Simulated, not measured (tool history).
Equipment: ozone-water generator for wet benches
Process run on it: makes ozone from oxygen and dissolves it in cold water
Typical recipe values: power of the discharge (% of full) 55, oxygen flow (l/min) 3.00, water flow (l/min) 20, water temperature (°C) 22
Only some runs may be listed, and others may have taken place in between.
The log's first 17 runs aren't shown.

| run | hour | power of the discharge (% of full) | oxygen flow (l/min) | water flow (l/min) | water temperature (°C) | hours of work since the electrodes were changed | hours of work since the contactor was cleaned | hours of work since the thermometer was calibrated | dissolved ozone (ppm) | ozone in the gas ahead of the water (g/m3) |
|---|---|---|---|---|---|---|---|---|---|---|
| 18 | 1120.3 | 43 | 3.51 | 13 | 24 | 1281 | 775 | 2088 | 16.1 | 173.9 |
| 19 | 1208.2 | 81 | 3.00 | 14 | 22 | 1364 | 857 | 2171 | 22.2 | 269.7 |
| 20 | 1286.2 | 81 | 3.00 | 14 | 22 | 1437 | 931 | 2244 | 22.0 | 271.9 |
| 21 | 1334.3 | 81 | 3.00 | 14 | 22 | 1482 | 976 | 2289 | 22.3 | 270.0 |
| 22 | 1422.4 | 81 | 3.00 | 20 | 22 | 1565 | 1059 | 2372 | 15.0 | 269.6 |
| 23 | 1509.3 | 68 | 3.00 | 20 | 14 | 1647 | 1140 | 2454 | 15.0 | 246.1 |
| 24 | 1549.8 | 68 | 3.00 | 20 | 14 | 1685 | 1178 | 2492 | 14.8 | 244.1 |
| 25 | 1624.2 | 68 | 3.00 | 20 | 14 | 1755 | 1248 | 2562 | 14.6 | 246.4 |
| 26 | 1673.6 | 68 | 3.00 | 20 | 14 | 1801 | 1295 | 2608 | 14.8 | 244.2 |
| 27 | 1759.6 | 68 | 3.00 | 20 | 14 | 1882 | 1376 | 2689 | 14.9 | 244.9 |
| 28 | 1800.0 | 68 | 3.00 | 20 | 14 | 1920 | 1414 | 2727 | 14.8 | 246.4 |
| 29 | 1858.3 | 68 | 3.00 | 20 | 14 | 1975 | 1468 | 2782 | 15.1 | 245.4 |
| 30 | 1921.3 | 55 | 3.00 | 21 | 22 | 2034 | 1528 | 2841 | 11.4 | 219.1 |
| 31 | 1974.4 | 86 | 1.74 | 13 | 27 | 2084 | 1577 | 2891 | 24.4 | 406.8 |
| 32 | 2012.8 | 86 | 1.74 | 13 | 27 | 2120 | 1613 | 2927 | 24.2 | 403.6 |

Each row is a separate what-if for the run after 32, all from the same tool condition, not one after another. Results?
| A | 2048.8 | 58 | 2.72 | 30 | 22 | 2154 | 1647 | 2961 | ? | ? |
| B | 2048.8 | 86 | 1.74 | 13 | 29 | 2154 | 1647 | 2961 | ? | ? |
| C | 2048.8 | 86 | 2.67 | 13 | 22 | 2154 | 1647 | 2961 | ? | ? |
| D | 2048.8 | 55 | 3.00 | 20 | 26 | 2154 | 1647 | 2961 | ? | ? |
| E | 2048.8 | 81 | 3.00 | 20 | 22 | 2154 | 1647 | 2961 | ? | ? |

| run | dissolved ozone (ppm) | ozone in the gas ahead of the water (g/m3) |
|---|---|---|
| A | 7.6 | 240.9 |
| B | 24.0 | 406.8 |
| C | 25.0 | 299.3 |
| D | 11.6 | 219.7 |
| E | 15.0 | 271.9 |
Stripped of hidden state, with their random variation kept, the same runs would have yielded:
| run | dissolved ozone (ppm) | ozone in the gas ahead of the water (g/m3) |
|---|---|---|
| A | 7.6 | 246.4 |
| B | 24.0 | 416.2 |
| C | 25.0 | 306.2 |
| D | 11.6 | 224.7 |
| E | 15.0 | 278.1 |
